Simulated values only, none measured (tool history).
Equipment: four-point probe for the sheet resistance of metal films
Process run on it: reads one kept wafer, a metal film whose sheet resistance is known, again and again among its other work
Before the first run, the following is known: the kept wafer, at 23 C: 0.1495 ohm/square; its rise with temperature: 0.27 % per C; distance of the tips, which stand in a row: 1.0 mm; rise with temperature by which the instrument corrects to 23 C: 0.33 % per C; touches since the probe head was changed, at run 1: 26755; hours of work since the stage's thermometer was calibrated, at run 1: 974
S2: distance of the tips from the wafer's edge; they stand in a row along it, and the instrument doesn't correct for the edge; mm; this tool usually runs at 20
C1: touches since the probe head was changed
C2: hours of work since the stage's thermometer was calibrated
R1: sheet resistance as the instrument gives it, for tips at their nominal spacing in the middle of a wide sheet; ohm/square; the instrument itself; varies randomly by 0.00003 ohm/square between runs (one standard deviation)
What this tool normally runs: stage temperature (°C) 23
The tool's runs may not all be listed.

{"run": 1, "day": 0.0, "stage temperature (°C)": 23, "S2": 20, "C1": 26755, "C2": 974, "R1": 0.149034}
{"run": 2, "day": 0.862, "stage temperature (°C)": 23, "S2": 20, "C1": 27583, "C2": 988, "R1": 0.149034}
{"run": 3, "day": 1.75, "stage temperature (°C)": 23, "S2": 20, "C1": 28434, "C2": 1002, "R1": 0.149006}
{"run": 4, "day": 2.317, "stage temperature (°C)": 23, "S2": 20, "C1": 28980, "C2": 1011, "R1": 0.149022}
{"run": 5, "day": 3.196, "stage temperature (°C)": 32, "S2": 20, "C1": 29823, "C2": 1025, "R1": 0.148327}
{"run": 6, "day": 4.329, "stage temperature (°C)": 32, "S2": 20, "C1": 30911, "C2": 1043, "R1": 0.14826}
{"run": 7, "day": 5.312, "stage temperature (°C)": 32, "S2": 20, "C1": 31854, "C2": 1059, "R1": 0.148323}
{"run": 8, "day": 6.175, "stage temperature (°C)": 32, "S2": 20, "C1": 32680, "C2": 1072, "R1": 0.148232}
{"run": 9, "day": 7.1, "stage temperature (°C)": 32, "S2": 20, "C1": 33567, "C2": 1087, "R1": 0.148309}
{"run": 10, "day": 8.112, "stage temperature (°C)": 32, "S2": 20, "C1": 34538, "C2": 1103, "R1": 0.148284}
{"run": 11, "day": 8.721, "stage temperature (°C)": 32, "S2": 20, "C1": 35122, "C2": 1112, "R1": 0.148221}
{"run": 12, "day": 9.854, "stage temperature (°C)": 32, "S2": 20, "C1": 36211, "C2": 1130, "R1": 0.148271}
{"run": 13, "day": 10.95, "stage temperature (°C)": 29, "S2": 20, "C1": 37262, "C2": 1148, "R1": 0.148443}
{"run": 14, "day": 11.567, "stage temperature (°C)": 29, "S2": 20, "C1": 37852, "C2": 1158, "R1": 0.14849}
{"run": 15, "day": 12.279, "stage temperature (°C)": 29, "S2": 20, "C1": 38538, "C2": 1169, "R1": 0.148515}
{"run": 16, "day": 13.362, "stage temperature (°C)": 19, "S2": 73, "C1": 39575, "C2": 1186, "R1": 0.14904}
{"run": 17, "day": 14.254, "stage temperature (°C)": 29, "S2": 49, "C1": 40432, "C2": 1200, "R1": 0.148237}
{"run": 18, "day": 15.492, "stage temperature (°C)": 22, "S2": 6, "C1": 41618, "C2": 1220, "R1": 0.151064}
{"run": 19, "day": 16.458, "stage temperature (°C)": 22, "S2": 6, "C1": 42549, "C2": 1235, "R1": 0.15107}
{"run": 20, "day": 17.688, "stage temperature (°C)": 22, "S2": 6, "C1": 43728, "C2": 1255, "R1": 0.150948}
{"run": 21, "day": 18.746, "stage temperature (°C)": 28, "S2": 74, "C1": 44742, "C2": 1271, "R1": 0.148294}
{"run": 22, "day": 19.583, "stage temperature (°C)": 20, "S2": 4, "C1": 45546, "C2": 1285, "R1": 0.153747}
{"run": 23, "day": 20.808, "stage temperature (°C)": 29, "S2": 10, "C1": 46722, "C2": 1304, "R1": 0.14901}
{"run": 24, "day": 21.479, "stage temperature (°C)": 27, "S2": 4, "C1": 47366, "C2": 1315, "R1": 0.153211}
{"run": 25, "day": 22.362, "stage temperature (°C)": 23, "S2": 19, "C1": 48211, "C2": 1329, "R1": 0.148845}
{"run": 26, "day": 23.279, "stage temperature (°C)": 23, "S2": 19, "C1": 49090, "C2": 1343, "R1": 0.148847}
{"run": 27, "day": 23.867, "stage temperature (°C)": 32, "S2": 73, "C1": 49655, "C2": 1352, "R1": 0.147917}
{"run": 28, "day": 24.842, "stage temperature (°C)": 26, "S2": 8, "C1": 50592, "C2": 1368, "R1": 0.14961}

Run by run, hidden condition taken away, random variation retained:
The tool's hidden condition here consists of: inner tips' distance over the nominal, %; tips' flats over new ones', %; wafer's true temperature over the reading, C; drift of the gauge itself on sheet_ohm, %.
run=1 R1=0.149685
run=2 R1=0.149693
run=3 R1=0.149674
run=4 R1=0.149695
run=5 R1=0.149002
run=6 R1=0.148944
run=7 R1=0.149016
run=8 R1=0.148933
run=9 R1=0.149018
run=10 R1=0.149003
run=11 R1=0.148945
run=12 R1=0.149005
run=13 R1=0.149188
run=14 R1=0.149241
run=15 R1=0.149273
run=16 R1=0.149813
run=17 R1=0.149012
run=18 R1=0.151867
run=19 R1=0.151882
run=20 R1=0.151771
run=21 R1=0.149111
run=22 R1=0.154602
run=23 R1=0.149848
run=24 R1=0.154077
run=25 R1=0.149698
run=26 R1=0.149708
run=27 R1=0.148776
run=28 R1=0.150488
